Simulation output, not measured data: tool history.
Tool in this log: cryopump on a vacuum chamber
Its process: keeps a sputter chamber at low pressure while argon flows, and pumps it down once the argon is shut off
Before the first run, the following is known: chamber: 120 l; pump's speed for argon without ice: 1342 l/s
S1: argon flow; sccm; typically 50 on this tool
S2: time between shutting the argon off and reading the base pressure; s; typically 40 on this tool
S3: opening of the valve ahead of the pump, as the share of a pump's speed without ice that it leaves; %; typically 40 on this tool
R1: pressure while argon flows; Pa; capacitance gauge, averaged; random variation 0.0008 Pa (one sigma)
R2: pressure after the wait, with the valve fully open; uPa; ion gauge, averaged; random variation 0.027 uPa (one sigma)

run 1 hour=0 | S1=50 S2=40 S3=40 | R1=0.1585 R2=2.38
run 2 hour=22.5 | S1=50 S2=40 S3=40 | R1=0.1602 R2=2.39
run 3 hour=36.2 | S1=50 S2=40 S3=40 | R1=0.1589 R2=2.42
run 4 hour=58.1 | S1=50 S2=40 S3=40 | R1=0.16 R2=2.49
run 5 hour=80.4 | S1=50 S2=40 S3=40 | R1=0.1606 R2=2.42
run 6 hour=98.7 | S1=50 S2=40 S3=40 | R1=0.1613 R2=2.46
run 7 hour=118.4 | S1=50 S2=40 S3=40 | R1=0.1612 R2=2.49
run 8 hour=132 | S1=50 S2=40 S3=40 | R1=0.1634 R2=2.47
run 9 hour=154.4 | S1=84 S2=40 S3=40 | R1=0.2754 R2=2.44
run 10 hour=173.2 | S1=84 S2=40 S3=40 | R1=0.2769 R2=2.53
run 11 hour=183 | S1=50 S2=40 S3=40 | R1=0.1644 R2=2.51
run 12 hour=201 | S1=50 S2=40 S3=46 | R1=0.1448 R2=2.6
run 13 hour=210.6 | S1=50 S2=40 S3=46 | R1=0.1444 R2=2.5
run 14 hour=227.8 | S1=50 S2=40 S3=46 | R1=0.146 R2=2.63
run 15 hour=237.9 | S1=50 S2=40 S3=46 | R1=0.1451 R2=2.65
run 16 hour=252.4 | S1=89 S2=40 S3=40 | R1=0.2977 R2=2.63
run 17 hour=262.1 | S1=89 S2=40 S3=40 | R1=0.2993 R2=2.71
run 18 hour=274.5 | S1=89 S2=189 S3=22 | R1=0.5272 R2=1.86
run 19 hour=285.1 | S1=50 S2=40 S3=24 | R1=0.2715 R2=2.62
run 20 hour=306.5 | S1=50 S2=102 S3=33 | R1=0.2027 R2=2.02
run 21 hour=322.1 | S1=50 S2=102 S3=33 | R1=0.2034 R2=2.16
run 22 hour=343.5 | S1=50 S2=59 S3=56 | R1=0.1261 R2=2.32
run 23 hour=363.6 | S1=78 S2=123 S3=15 | R1=0.6755 R2=2.05
run 24 hour=380.3 | S1=78 S2=123 S3=15 | R1=0.6802 R2=2.1
run 25 hour=392.3 | S1=78 S2=123 S3=15 | R1=0.6771 R2=2.19
run 26 hour=405.9 | S1=78 S2=143 S3=58 | R1=0.1951 R2=2.1
run 27 hour=416 | S1=78 S2=143 S3=58 | R1=0.1949 R2=2.07
run 28 hour=434.7 | S1=78 S2=143 S3=58 | R1=0.1968 R2=2.15
run 29 hour=446.8 | S1=29 S2=165 S3=17 | R1=0.2259 R2=2.09
run 30 hour=457.4 | S1=43 S2=40 S3=40 | R1=0.152 R2=2.86
run 31 hour=472.8 | S1=43 S2=30 S3=40 | R1=0.1525 R2=3.23
run 32 hour=490.6 | S1=28 S2=57 S3=39 | R1=0.1023 R2=2.66
run 33 hour=500.8 | S1=28 S2=57 S3=39 | R1=0.1027 R2=2.71
run 34 hour=520.4 | S1=28 S2=57 S3=39 | R1=0.1023 R2=2.63

Below are 4 alternative next runs, each starting from the tool's condition after run 34. Predict each:
run A hour=531.5 | S1=89 S2=52 S3=39 | R1=? R2=?
run B hour=531.5 | S1=38 S2=57 S3=39 | R1=? R2=?
run C hour=531.5 | S1=52 S2=35 S3=30 | R1=? R2=?
run D hour=531.5 | S1=85 S2=57 S3=39 | R1=? R2=?

run=A R1=0.3244 R2=2.78
run=B R1=0.1392 R2=2.72
run=C R1=0.2402 R2=3.18
run=D R1=0.3131 R2=2.68
Stripped of hidden state, with their random variation kept, the same runs would have yielded:
run=A R1=0.2855 R2=1
run=B R1=0.1225 R2=0.95
run=C R1=0.2174 R2=1.41
run=D R1=0.2757 R2=0.93
